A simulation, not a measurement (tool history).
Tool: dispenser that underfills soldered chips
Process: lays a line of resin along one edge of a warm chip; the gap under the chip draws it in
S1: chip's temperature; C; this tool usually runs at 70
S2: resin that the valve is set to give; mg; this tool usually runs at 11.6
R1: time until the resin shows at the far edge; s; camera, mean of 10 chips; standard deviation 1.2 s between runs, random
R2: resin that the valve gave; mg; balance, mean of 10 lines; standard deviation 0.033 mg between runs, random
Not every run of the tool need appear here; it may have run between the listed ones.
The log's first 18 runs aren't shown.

| run | hour | S1 | S2 | R1 | R2 |
|---|---|---|---|---|---|
|  | 225.4 | dispensing valve cleaned and set on the balance |
| 19 | 231.3 | 76 | 12.9 | 168.5 | 12.85 |
|  | 237.8 | new syringe of resin |
| 20 | 242.8 | 76 | 10.9 | 122.2 | 10.83 |
| 21 | 251.8 | 83 | 12.5 | 145.9 | 12.38 |
|  | 255.1 | new syringe of resin |
| 22 | 259.5 | 59 | 10.8 | 258.8 | 10.65 |
| 23 | 266.6 | 81 | 13.5 | 141.0 | 13.22 |
|  | 273.3 | new syringe of resin |
| 24 | 278.4 | 60 | 13.5 | 248.2 | 13.16 |
| 25 | 286.3 | 63 | 11.6 | 352.7 | 11.25 |
|  | 290.7 | new syringe of resin |
| 26 | 302.5 | 63 | 10.4 | 338.6 | 10.04 |
|  | 309.2 | new syringe of resin |
| 27 | 309.9 | 68 | 13.6 | 133.9 | 13.03 |

Run 28, settings as shown, results not yet in. Your forecast:
| 28 | 324.1 | 57 | 13.6 | ? | ? |

Run 28 yielded R1 507.6 s, R2 12.96 mg.
On a tool with no hidden condition, and with the same random variation, this run would have come out at R1 212.1 s, R2 13.57 mg.
